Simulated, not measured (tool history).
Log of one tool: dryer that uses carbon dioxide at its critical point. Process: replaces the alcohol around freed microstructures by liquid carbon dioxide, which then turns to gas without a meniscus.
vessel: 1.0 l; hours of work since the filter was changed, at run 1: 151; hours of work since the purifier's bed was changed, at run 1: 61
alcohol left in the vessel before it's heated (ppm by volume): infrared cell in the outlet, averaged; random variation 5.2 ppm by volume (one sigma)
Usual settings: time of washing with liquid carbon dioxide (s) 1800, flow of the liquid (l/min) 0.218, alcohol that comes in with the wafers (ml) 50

run,hour,time of washing with liquid carbon dioxide (s),flow of the liquid (l/min),alcohol that comes in with the wafers (ml),hours of work since the filter was changed,hours of work since the purifier's bed was changed,alcohol left in the vessel before it's heated (ppm by volume)
1,0.0,1800,0.218,50,151,61,184
2,27.2,1800,0.218,50,167,78,193
3,52.0,1800,0.218,50,183,93,197
4,72.6,1800,0.218,50,195,106,216
5,86.0,1800,0.246,50,203,114,157
6,97.8,1800,0.246,50,211,121,149
# hour 111.7: inlet filter changed
7,114.2,1800,0.246,50,2,130,103
8,140.5,1800,0.218,50,18,146,163
9,161.5,1800,0.152,50,30,159,713
10,175.1,1800,0.152,50,39,168,724
11,189.5,1800,0.169,50,47,176,504
12,211.7,1800,0.169,50,61,190,513
13,229.5,1800,0.218,50,72,201,211
14,249.1,1800,0.218,50,84,213,224
15,260.5,1800,0.245,50,91,220,172
16,283.8,1140,0.173,45,105,234,2314
17,297.2,2760,0.135,52,113,242,321
18,314.3,2760,0.135,52,124,253,334
19,340.9,1440,0.364,98,140,269,185
20,365.9,1440,0.364,98,155,284,199
21,390.3,1440,0.261,98,170,299,553
22,404.1,1440,0.293,98,179,308,368
23,423.3,1800,0.218,22,190,319,245
24,445.1,1800,0.218,22,204,333,244
# hour 469.9: inlet filter changed
25,472.4,1800,0.157,50,2,349,685
26,498.6,2640,0.218,68,18,365,208
27,512.7,2640,0.218,82,26,373,210
28,536.2,1800,0.218,23,40,388,241

Forecast each of these 4 alternatives for the next run:
A,560.2,1260,0.275,81,55,402,?
B,560.2,1260,0.359,82,55,402,?
C,560.2,1800,0.168,23,55,402,?
D,560.2,1800,0.218,69,55,402,?

run,alcohol left in the vessel before it's heated (ppm by volume)
A,543
B,270
C,407
D,339
Without the tool's hidden state the same runs would have given:
run,alcohol left in the vessel before it's heated (ppm by volume)
A,276
B,50
C,165
D,105

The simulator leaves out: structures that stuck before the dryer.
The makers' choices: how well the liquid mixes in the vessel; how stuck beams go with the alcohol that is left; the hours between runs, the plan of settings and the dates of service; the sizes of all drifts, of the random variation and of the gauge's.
